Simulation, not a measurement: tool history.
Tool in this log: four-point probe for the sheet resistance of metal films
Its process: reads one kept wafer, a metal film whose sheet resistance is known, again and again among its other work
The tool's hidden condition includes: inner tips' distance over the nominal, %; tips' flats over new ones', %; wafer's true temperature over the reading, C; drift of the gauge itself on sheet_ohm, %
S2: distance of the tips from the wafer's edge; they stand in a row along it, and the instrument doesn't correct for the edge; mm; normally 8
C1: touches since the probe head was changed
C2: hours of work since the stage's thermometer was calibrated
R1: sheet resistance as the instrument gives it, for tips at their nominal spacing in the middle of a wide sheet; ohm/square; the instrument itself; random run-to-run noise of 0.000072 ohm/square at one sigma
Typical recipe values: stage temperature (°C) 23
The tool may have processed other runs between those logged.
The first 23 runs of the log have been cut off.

run 24 day=41.062 | stage_temperature_(°C)=22 S2=10 | C1=27865 C2=859 | R1=0.359933
run 25 day=43.35 | stage_temperature_(°C)=22 S2=29 | C1=28995 C2=883 | R1=0.359505
run 26 day=44.438 | stage_temperature_(°C)=23 S2=16 | C1=29533 C2=895 | R1=0.360141
run 27 day=46.862 | stage_temperature_(°C)=23 S2=43 | C1=30732 C2=921 | R1=0.359867
run 28 day=48.408 | stage_temperature_(°C)=26 S2=22 | C1=31494 C2=938 | R1=0.361111
run 29 day=50.379 | stage_temperature_(°C)=18 S2=22 | C1=32469 C2=959 | R1=0.357855
run 30 day=51.754 | stage_temperature_(°C)=20 S2=14 | C1=33149 C2=974 | R1=0.359035
run 31 day=53.183 | stage_temperature_(°C)=23 S2=7 | C1=33854 C2=989 | R1=0.36083
run 32 day=55.167 | stage_temperature_(°C)=28 S2=26 | C1=34836 C2=1010 | R1=0.361988
run 33 day=57.758 | stage_temperature_(°C)=28 S2=36 | C1=36115 C2=1038 | R1=0.361751
run 34 day=58.962 | stage_temperature_(°C)=28 S2=12 | C1=36711 C2=1051 | R1=0.362143
run 35 day=60.433 | stage_temperature_(°C)=22 S2=23 | C1=37437 C2=1067 | R1=0.359435
run 36 day=61.504 | stage_temperature_(°C)=22 S2=6 | C1=37967 C2=1078 | R1=0.36085
run 37 day=63.517 | stage_temperature_(°C)=22 S2=6 | C1=38961 C2=1100 | R1=0.360788
run 38 day=65.092 | stage_temperature_(°C)=27 S2=9 | C1=39739 C2=1117 | R1=0.362145
run 39 day=66.421 | stage_temperature_(°C)=34 S2=9 | C1=40396 C2=1131 | R1=0.364841
run 40 day=68.7 | stage_temperature_(°C)=31 S2=12 | C1=41523 C2=1155 | R1=0.363329
run 41 day=69.771 | stage_temperature_(°C)=34 S2=3 | C1=42052 C2=1167 | R1=0.369441
run 42 day=72.204 | stage_temperature_(°C)=20 S2=32 | C1=43253 C2=1193 | R1=0.358715
run 43 day=74.608 | stage_temperature_(°C)=32 S2=39 | C1=44441 C2=1219 | R1=0.363464

Alternative continuations, all from the tool just after run 43; predict every row:
run A day=76.167 | stage_temperature_(°C)=33 S2=16 | C1=45213 C2=1236 | R1=?
run B day=76.167 | stage_temperature_(°C)=21 S2=72 | C1=45213 C2=1236 | R1=?
run C day=76.167 | stage_temperature_(°C)=26 S2=24 | C1=45213 C2=1236 | R1=?
run D day=76.167 | stage_temperature_(°C)=23 S2=14 | C1=45213 C2=1236 | R1=?

run=A R1=0.363902
run=B R1=0.359128
run=C R1=0.361109
run=D R1=0.360138
With the hidden condition removed and each run's random variation left untouched, the same runs would have given:
run=A R1=0.364373
run=B R1=0.359622
run=C R1=0.361593
run=D R1=0.360629
